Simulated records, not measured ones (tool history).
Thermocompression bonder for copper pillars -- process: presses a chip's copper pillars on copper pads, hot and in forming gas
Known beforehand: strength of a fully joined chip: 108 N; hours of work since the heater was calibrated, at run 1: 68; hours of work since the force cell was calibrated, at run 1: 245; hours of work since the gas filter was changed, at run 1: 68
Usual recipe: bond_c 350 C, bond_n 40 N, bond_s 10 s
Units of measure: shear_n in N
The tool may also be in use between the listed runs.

run,hour,bond_c,bond_n,bond_s,hours of work since the heater was calibrated,hours of work since the force cell was calibrated,hours of work since the gas filter was changed,shear_n
1,0,350,40,10,68,245,68,40.8
2,56.8,350,40,25,107,285,107,55.7
3,100.2,350,40,22,137,315,137,53.8
4,126.2,350,40,22,155,333,155,53.2
5,155.9,350,56,10,176,353,176,48.7
6,205.8,350,40,10,211,388,211,40.4
7,235.5,350,40,10,231,409,231,39.6
8,265.4,336,24,7,252,429,252,21.2
9,298.6,359,56,18,275,452,275,62.2
10,343.8,343,47,24,306,484,306,54.6
# hour 363.9: forming gas filter changed
11,371.4,366,40,10,325,503,5,48
12,413.3,366,40,10,354,532,34,48.1
13,441.9,366,40,10,374,552,54,47.7

Predict each of these 5 candidate next runs independently; none follows another, all start after run 13:
A,492.5,342,48,11,409,587,89,?
B,492.5,325,49,15,409,587,89,?
C,492.5,350,40,10,409,587,89,?
D,492.5,350,30,10,409,587,89,?
E,492.5,371,27,8,409,587,89,?

run,shear_n
A,42.6
B,41.2
C,40.8
D,34.7
E,36.8
Without the tool's hidden state the same runs would have given:
run,shear_n
A,42.3
B,40.8
C,40.6
D,34.4
E,36.6
